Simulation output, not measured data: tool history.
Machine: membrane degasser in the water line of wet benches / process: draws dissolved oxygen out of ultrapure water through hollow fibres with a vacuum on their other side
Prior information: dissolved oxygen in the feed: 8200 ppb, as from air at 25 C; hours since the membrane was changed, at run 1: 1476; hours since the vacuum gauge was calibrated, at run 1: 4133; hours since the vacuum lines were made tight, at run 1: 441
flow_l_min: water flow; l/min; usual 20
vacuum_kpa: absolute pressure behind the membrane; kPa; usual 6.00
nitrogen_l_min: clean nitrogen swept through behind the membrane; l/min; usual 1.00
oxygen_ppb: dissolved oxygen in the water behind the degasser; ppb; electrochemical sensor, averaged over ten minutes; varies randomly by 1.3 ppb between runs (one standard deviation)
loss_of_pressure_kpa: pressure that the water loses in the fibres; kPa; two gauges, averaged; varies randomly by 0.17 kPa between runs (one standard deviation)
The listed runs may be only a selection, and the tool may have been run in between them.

run	hour	flow_l_min	vacuum_kpa	nitrogen_l_min	hours since the membrane was changed	hours since the vacuum gauge was calibrated	hours since the vacuum lines were made tight	oxygen_ppb	loss_of_pressure_kpa
1	0.0	20	6.00	1.00	1476	4133	441	136.3	29.67
2	163.4	20	6.00	1.00	1639	4297	604	135.9	30.06
3	275.7	20	6.00	1.00	1751	4409	717	135.5	29.72
4	389.2	20	6.00	1.00	1865	4523	830	137.6	29.74
5	635.7	20	6.00	1.00	2111	4769	1077	136.5	29.84
6	752.9	20	6.00	1.00	2229	4886	1194	139.5	29.57
7	993.0	20	6.00	1.00	2469	5126	1434	137.3	30.14
8	1179.8	20	6.00	1.00	2655	5313	1621	140.6	29.92
9	1413.3	16	10.61	1.01	2889	5547	1854	275.3	24.59
10	1542.7	13	7.66	1.00	3018	5676	1984	145.1	19.53
11	1802.6	29	8.40	1.00	3278	5936	2244	343.7	44.49
12	1996.4	20	14.11	2.00	3472	6130	2437	269.5	30.43
13	2140.7	18	14.11	2.00	3616	6274	2582	242.3	27.63

Same runs, no hidden state in the tool, same run-to-run variation:
Hidden conditions of the tool in this case: membrane still open, %; true pressure behind the membrane over the reading, kPa; air that leaks in behind the membrane, l/min; drift of the gauge itself on oxygen_ppb, %; drift of the gauge itself on loss_of_pressure_kpa, %.
run	oxygen_ppb	loss_of_pressure_kpa
1	127.6	29.12
2	126.8	29.46
3	126.2	29.08
4	127.8	29.05
5	126.2	29.07
6	128.6	28.75
7	126.0	29.23
8	128.6	28.93
9	264.8	23.73
10	136.1	18.80
11	323.6	42.68
12	260.1	29.12
13	233.6	26.40
